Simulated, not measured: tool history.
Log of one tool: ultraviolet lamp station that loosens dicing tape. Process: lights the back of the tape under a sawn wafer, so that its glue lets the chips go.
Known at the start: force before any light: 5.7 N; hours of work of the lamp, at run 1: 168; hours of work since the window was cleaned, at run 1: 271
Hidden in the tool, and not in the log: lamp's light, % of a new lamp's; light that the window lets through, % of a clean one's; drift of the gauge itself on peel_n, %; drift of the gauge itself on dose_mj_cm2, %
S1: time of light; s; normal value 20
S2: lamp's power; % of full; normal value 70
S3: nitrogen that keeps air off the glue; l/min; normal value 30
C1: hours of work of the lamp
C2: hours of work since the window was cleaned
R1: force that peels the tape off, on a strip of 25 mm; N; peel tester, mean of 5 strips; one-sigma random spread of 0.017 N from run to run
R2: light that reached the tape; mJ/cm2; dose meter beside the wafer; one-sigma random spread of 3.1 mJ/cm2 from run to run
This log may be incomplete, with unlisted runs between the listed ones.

run   hour  S1  S2  S3   C1   C2     R1   R2
  1      0  20  70  30  168  271  1.062  399
  2   12.2  20  70  30  177  280  1.051  396
  3   19.3  20  70  30  183  286  1.044  400
  4   31.2  20  70  30  192  295  1.066  385
  5   41.4  20  70  30  200  303  1.081  387
  6   53.8  20  70  30  209  312  1.099  389
  7   61.6  20  70  30  215  318  1.088  381
  8     68  20  61  30  220  323  1.312  335
  9   78.3  20  61  30  228  331  1.392  324
 10   84.4  20  74  30  233  336   1.06  400
 11   92.5  22  78   9  239  342  1.645  464
 12  101.2  28  75  10  246  348    1.2  561
 13  111.4  28  75  10  253  356  1.291  556
 14  116.7  33  77  12  257  360  0.815  677
 15  123.6  20  71  30  263  366  1.194  372
 16  135.2  20  69  13  272  375  1.856  359
 17  141.5  20  90  13  277  379  1.382  466

Branching from run 17: 5 alternative next runs. What would each branch give?
  A   153  32  92  13  285  388   ?   ?
  B   153  20  63  13  285  388   ?   ?
  C   153  29  90  13  285  388   ?   ?
  D   153  20  67  51  285  388   ?   ?
  E   153  27  85  34  285  388   ?   ?

run     R1   R2
  A  0.644  758
  B  2.068  324
  C  0.782  671
  D  1.002  343
  E  0.492  595
Take away the tool's hidden state, keep each run's random variation, and the runs would have read:
run     R1    R2
  A  0.387  1002
  B  1.518   427
  C  0.472   885
  D  0.626   453
  E  0.299   785

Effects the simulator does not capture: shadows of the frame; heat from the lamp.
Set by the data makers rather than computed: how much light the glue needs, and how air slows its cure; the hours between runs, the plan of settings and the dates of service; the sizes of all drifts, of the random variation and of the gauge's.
